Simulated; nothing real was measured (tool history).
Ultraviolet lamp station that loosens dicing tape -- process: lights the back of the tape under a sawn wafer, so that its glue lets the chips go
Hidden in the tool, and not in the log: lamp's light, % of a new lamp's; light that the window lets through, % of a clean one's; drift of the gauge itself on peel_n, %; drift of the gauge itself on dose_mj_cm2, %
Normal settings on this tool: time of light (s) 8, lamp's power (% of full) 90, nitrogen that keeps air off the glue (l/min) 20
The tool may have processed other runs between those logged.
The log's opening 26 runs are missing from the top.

run	hour	time of light (s)	lamp's power (% of full)	nitrogen that keeps air off the glue (l/min)	hours of work of the lamp	hours of work since the window was cleaned	force that peels the tape off (N)	light that reached the tape (mJ/cm²)
27	323	12	90	25	182	410	0.258	700
28	333	12	90	25	187	415	0.263	696
29	348.3	9	91	18	195	424	0.448	525
30	358.2	11	84	19	200	429	0.367	593
31	374.7	5	87	19	209	438	1.289	274
32	390.1	8	90	32	217	446	0.403	460
33	401.1	6	90	18	223	452	0.939	345
34	416.9	14	91	6	232	460	0.511	808
35	431.5	14	91	13	240	468	0.312	801
36	445.5	5	61	40	247	476	1.416	193
37	459.1	5	61	40	255	483	1.438	189
38	467.2	8	88	20	259	487	0.576	436
39	480.2	8	84	9	266	494	1.134	414
40	490.6	8	90	7	271	500	1.194	446
41	498.9	6	87	20	276	504	0.971	324
42	510.1	9	87	20	282	510	0.496	475
43	526.9	9	60	12	291	519	1.302	333

What if the next run were any one of these 3? Each begins from the tool's condition after run 43:
A	543.7	8	72	20	300	528	?	?
B	543.7	12	88	6	300	528	?	?
C	543.7	10	73	39	300	528	?	?

run	force that peels the tape off (N)	light that reached the tape (mJ/cm²)
A	0.843	352
B	0.744	646
C	0.366	450
With no hidden state in the tool, these same runs would have given:
run	force that peels the tape off (N)	light that reached the tape (mJ/cm²)
A	0.583	437
B	0.511	802
C	0.275	558

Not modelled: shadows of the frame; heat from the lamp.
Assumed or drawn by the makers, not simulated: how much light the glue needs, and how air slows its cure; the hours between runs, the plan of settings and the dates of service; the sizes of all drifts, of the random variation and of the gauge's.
